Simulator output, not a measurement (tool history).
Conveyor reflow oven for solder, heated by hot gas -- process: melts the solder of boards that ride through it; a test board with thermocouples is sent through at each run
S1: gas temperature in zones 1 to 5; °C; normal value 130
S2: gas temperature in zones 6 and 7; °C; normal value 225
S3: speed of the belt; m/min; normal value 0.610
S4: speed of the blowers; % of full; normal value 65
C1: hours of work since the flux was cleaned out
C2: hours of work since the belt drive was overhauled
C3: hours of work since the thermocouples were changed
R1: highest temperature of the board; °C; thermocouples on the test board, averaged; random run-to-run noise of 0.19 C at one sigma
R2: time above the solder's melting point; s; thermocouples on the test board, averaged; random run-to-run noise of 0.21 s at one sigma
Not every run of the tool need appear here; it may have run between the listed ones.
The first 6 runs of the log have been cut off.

run	hour	S1	S2	S3	S4	C1	C2	C3	R1	R2
7	85.2	130	225	0.610	65	236	161	390	203.4	41.5
8	95.5	130	225	0.610	65	244	170	398	203.4	41.6
9	110.6	130	225	0.610	65	256	181	410	203.2	41.6
10	119.6	130	225	0.610	65	263	188	417	203.3	41.1
11	129.0	130	225	0.610	65	270	196	425	203.4	41.3
12	138.5	130	225	0.610	65	277	203	432	203.1	41.1
13	148.1	130	225	0.577	65	285	211	439	204.8	46.6
14	161.4	130	225	0.577	65	295	221	450	204.6	46.4
15	170.3	130	225	0.577	65	302	228	457	204.9	46.3
16	181.1	130	225	0.710	65	311	236	465	197.3	26.9
17	194.2	130	239	0.610	70	321	247	475	215.6	54.6

Run 18 has not been measured yet. What should we expect?
18	202.1	130	216	0.610	82	327	253	482	?	?

{"run 18": {"R1": 198.3, "R2": 36.4}}
With no hidden state in the tool, this same run would have given R1 201.2 °C, R2 40.9 s.
